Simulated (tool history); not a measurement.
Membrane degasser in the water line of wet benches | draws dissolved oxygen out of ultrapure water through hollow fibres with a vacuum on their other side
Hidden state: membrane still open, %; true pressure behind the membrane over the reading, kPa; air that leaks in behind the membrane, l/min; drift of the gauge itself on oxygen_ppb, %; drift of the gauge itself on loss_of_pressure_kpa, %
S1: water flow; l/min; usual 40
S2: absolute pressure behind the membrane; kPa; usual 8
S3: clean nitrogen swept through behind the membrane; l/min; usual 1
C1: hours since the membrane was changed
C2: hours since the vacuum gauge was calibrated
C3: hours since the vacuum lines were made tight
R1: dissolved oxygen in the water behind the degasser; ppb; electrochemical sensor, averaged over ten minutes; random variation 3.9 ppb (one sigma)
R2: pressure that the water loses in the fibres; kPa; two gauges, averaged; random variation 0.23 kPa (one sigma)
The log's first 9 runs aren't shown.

run     day  S1     S2    S3    C1   C2    C3     R1     R2
     13.875  -- vacuum gauge calibrated
 10  14.758  40      8  0.41  1579   21  5399  727.5  58.32
 11  17.204  40      8  0.41  1638   80  5458  732.5  59.07
 12  19.062  40      8     1  1682  124  5502  409.1   58.8
 13  21.279  40      8     1  1735  178  5555  412.3  58.83
 14  22.467  40      8     1  1764  206  5584  407.5  58.75
     22.933  -- vacuum gauge calibrated, once more
 15  23.792  40      8     1  1795   21  5615  386.3   58.5
 16  25.212  50      8     1  1829   55  5649  474.3  73.41
 17  27.117  44   7.05  0.49  1875  100  5695  540.5  64.54
 18  28.142  36      8     1  1900  125  5720  354.1  52.86
 19  29.438  35  13.93  1.13  1931  156  5751  666.3  51.34

The next listed run, before its measurement:
 20  30.775  52   8   1  1963  188  5783   ?   ?

Run 20 gave R1 479.8 ppb, R2 76.85 kPa.
Without the tool's hidden state the same run would have given R1 476.7 ppb, R2 75.64 kPa.
